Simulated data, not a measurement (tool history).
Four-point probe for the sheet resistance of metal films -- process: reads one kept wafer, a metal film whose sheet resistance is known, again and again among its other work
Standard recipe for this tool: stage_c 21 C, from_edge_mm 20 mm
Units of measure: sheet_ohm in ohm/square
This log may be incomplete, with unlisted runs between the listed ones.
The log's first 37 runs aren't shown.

run    hour  stage_c  from_edge_mm  sheet_ohm
 38  1005.0       30             4   0.261435
 39  1030.0       21            19   0.250974
 40  1052.2       18            20   0.251509
 41  1084.0       31            30   0.248727
 42  1112.6       18            58   0.250989
 43  1133.1       30            27   0.248716
 44  1161.1       32             3   0.269907
 45  1197.2       30             6   0.254424

Predict each of these 4 candidate next runs independently; none follows another, all start after run 45:
  A  1225.8       30             4          ?
  B  1225.8       26            67          ?
  C  1225.8       24             6          ?
  D  1225.8       35             6          ?

run  sheet_ohm
  A   0.261295
  B   0.249389
  C   0.255523
  D   0.253493
With no hidden state in the tool, these same runs would have given:
run  sheet_ohm
  A   0.261463
  B   0.249552
  C   0.255693
  D   0.253651
